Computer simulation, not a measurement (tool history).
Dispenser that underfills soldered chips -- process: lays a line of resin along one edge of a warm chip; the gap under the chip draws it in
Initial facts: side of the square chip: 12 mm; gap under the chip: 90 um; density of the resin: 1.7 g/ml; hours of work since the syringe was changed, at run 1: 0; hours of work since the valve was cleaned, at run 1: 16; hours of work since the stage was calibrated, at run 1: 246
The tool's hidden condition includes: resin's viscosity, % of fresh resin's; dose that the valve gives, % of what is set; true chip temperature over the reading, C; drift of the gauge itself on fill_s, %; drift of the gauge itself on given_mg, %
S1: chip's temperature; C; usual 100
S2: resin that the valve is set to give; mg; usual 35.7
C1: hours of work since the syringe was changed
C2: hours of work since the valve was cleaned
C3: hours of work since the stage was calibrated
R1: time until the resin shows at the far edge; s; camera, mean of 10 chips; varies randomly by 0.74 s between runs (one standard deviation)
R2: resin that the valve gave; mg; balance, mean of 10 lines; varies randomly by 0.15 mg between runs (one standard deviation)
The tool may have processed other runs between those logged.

Run 1, day 0: usual settings; C1 0; C2 16; C3 246. Result: R1 75.2 s, R2 35.02 mg.
Run 2, day 0.154: usual settings; C1 3; C2 19; C3 249. Result: R1 94.8 s, R2 35.34 mg.
Run 3, day 0.425: usual settings; C1 8; C2 24; C3 254. Result: R1 136.7 s, R2 34.89 mg.
At day 0.462: new syringe of resin.
Run 4, day 0.654: usual settings; C1 4; C2 28; C3 258. Result: R1 97.2 s, R2 34.84 mg.
At day 0.908: new syringe of resin.
Run 5, day 0.988: usual settings; C1 2; C2 35; C3 264. Result: R1 83.4 s, R2 34.91 mg.
Run 6, day 1.275: usual settings but S2 42.1 mg; C1 7; C2 40; C3 270. Result: R1 124.5 s, R2 41.02 mg.
At day 1.362: new syringe of resin.
Run 7, day 1.579: usual settings but S2 42.1 mg; C1 4; C2 45; C3 275. Result: R1 96.5 s, R2 40.68 mg.
Run 8, day 1.729: usual settings but S2 42.1 mg; C1 7; C2 48; C3 278. Result: R1 122.5 s, R2 40.36 mg.
At day 1.812: new syringe of resin.
Run 9, day 1.929: usual settings but S2 42.1 mg; C1 2; C2 52; C3 282. Result: R1 84.5 s, R2 40.63 mg.
Run 10, day 2.104: usual settings but S2 42.1 mg; C1 6; C2 55; C3 285. Result: R1 110.4 s, R2 40.29 mg.
At day 2.262: new syringe of resin.
Run 11, day 2.262: usual settings but S2 42.1 mg; C1 0; C2 58; C3 288. Result: R1 72 s, R2 40.66 mg.
At day 2.333: dispensing valve cleaned and set on the balance.
Run 12, day 2.525: usual settings but S1 88 C; C1 4; C2 4; C3 292. Result: R1 159.4 s, R2 35.75 mg.
Run 13, day 2.712: usual settings but S1 88 C, S2 32.1 mg; C1 8; C2 7; C3 295. Result: R1 212.6 s, R2 31.82 mg.
At day 2.754: new syringe of resin.
Run 14, day 2.946: usual settings but S1 88 C, S2 32.1 mg; C1 4; C2 11; C3 299. Result: R1 154.8 s, R2 31.97 mg.
Run 15, day 3.138: usual settings but S1 88 C, S2 32.1 mg; C1 7; C2 15; C3 303. Result: R1 207.8 s, R2 31.54 mg.
At day 3.196: new syringe of resin.
Run 16, day 3.346: usual settings but S1 88 C, S2 32.1 mg; C1 3; C2 19; C3 307. Result: R1 147.6 s, R2 31.75 mg.
Run 17, day 3.583: usual settings; C1 7; C2 23; C3 311. Result: R1 132 s, R2 35.37 mg.
At day 3.662: new syringe of resin.
Run 18, day 3.904: usual settings; C1 5; C2 29; C3 317. Result: R1 107.9 s, R2 34.83 mg.
Run 19, day 4.062: usual settings; C1 8; C2 32; C3 320. Result: R1 134.8 s, R2 35.01 mg.
At day 4.108: new syringe of resin.
Run 20, day 4.212: usual settings but S1 87 C, S2 37.6 mg; C1 2; C2 35; C3 323. Result: R1 141 s, R2 36.8 mg.
Run 21, day 4.5: usual settings but S1 109 C, S2 40.6 mg; C1 7; C2 40; C3 328. Result: R1 94.9 s, R2 39.51 mg.
At day 4.567: new syringe of resin.
Run 22, day 4.779: usual settings but S1 93 C, S2 39.7 mg; C1 4; C2 45; C3 333. Result: R1 131.6 s, R2 38.37 mg.
At day 5.029: new syringe of resin.
Run 23, day 5.092: usual settings but S1 93 C, S2 39.7 mg; C1 1; C2 51; C3 339. Result: R1 106.1 s, R2 38.32 mg.
Run 24, day 5.4: usual settings but S1 93 C, S2 32.7 mg; C1 7; C2 57; C3 345. Result: R1 167 s, R2 31.1 mg.
At day 5.479: new syringe of resin.
At day 5.538: dispensing valve cleaned and set on the balance.
Run 25, day 5.596: usual settings but S1 91 C, S2 45.2 mg; C1 1; C2 1; C3 347. Result: R1 116 s, R2 45.21 mg.
Run 26, day 5.892: usual settings but S1 109 C, S2 30.5 mg; C1 7; C2 7; C3 353. Result: R1 94.6 s, R2 30.33 mg.
At day 5.962: new syringe of resin.
Run 27, day 6.158: usual settings but S1 109 C, S2 30.5 mg; C1 4; C2 11; C3 358. Result: R1 74.3 s, R2 30.44 mg.
Run 28, day 6.329: usual settings but S1 109 C, S2 30.5 mg; C1 7; C2 15; C3 361. Result: R1 94.6 s, R2 30.25 mg.
At day 6.412: new syringe of resin.
Run 29, day 6.604: usual settings but S1 98 C, S2 30.5 mg; C1 4; C2 20; C3 366. Result: R1 109.6 s, R2 29.95 mg.
Run 30, day 6.738: usual settings but S1 109 C, S2 34.9 mg; C1 6; C2 22; C3 368. Result: R1 89.2 s, R2 34.12 mg.
At day 6.883: new syringe of resin.
Run 31, day 7.042: usual settings but S1 103 C, S2 33.2 mg; C1 3; C2 28; C3 374. Result: R1 85.2 s, R2 32.74 mg.
Run 32, day 7.238: usual settings but S1 86 C, S2 39.7 mg; C1 7; C2 31; C3 378. Result: R1 210 s, R2 38.94 mg.
At day 7.333: new syringe of resin.
Run 33, day 7.429: usual settings but S1 106 C, S2 31.4 mg; C1 2; C2 35; C3 381. Result: R1 71.9 s, R2 30.67 mg.
Run 34, day 7.6: usual settings but S1 106 C, S2 31.4 mg; C1 5; C2 38; C3 384. Result: R1 94.5 s, R2 30.51 mg.
At day 7.783: new syringe of resin.
Run 35, day 7.821: usual settings but S1 106 C, S2 31.4 mg; C1 1; C2 42; C3 388. Result: R1 63.8 s, R2 30.45 mg.
Run 36, day 7.988: usual settings but S1 106 C, S2 31.4 mg; C1 4; C2 45; C3 391. Result: R1 82.1 s, R2 30.25 mg.
At day 8.229: new syringe of resin.
Run 37, day 8.308: usual settings but S1 106 C, S2 31.4 mg; C1 1; C2 51; C3 397. Result: R1 67.7 s, R2 29.95 mg.

What if the next run were any one of these 3? Each begins from the tool's condition after run 37:
Run A, day 8.604: usual settings but S1 104 C; C1 7; C2 57; C3 403. Result: R1 ?, R2 ?.
Run B, day 8.604: usual settings but S2 36 mg; C1 7; C2 57; C3 403. Result: R1 ?, R2 ?.
Run C, day 8.604: usual settings but S1 112 C, S2 35.5 mg; C1 7; C2 57; C3 403. Result: R1 ?, R2 ?.

run     R1     R2
  A  113.5   34.2
  B  131.2  34.42
  C   85.6  33.76
Without the tool's hidden state the same runs would have given:
run    R1     R2
  A  59.3  35.72
  B  68.3  35.95
  C  44.8  35.27

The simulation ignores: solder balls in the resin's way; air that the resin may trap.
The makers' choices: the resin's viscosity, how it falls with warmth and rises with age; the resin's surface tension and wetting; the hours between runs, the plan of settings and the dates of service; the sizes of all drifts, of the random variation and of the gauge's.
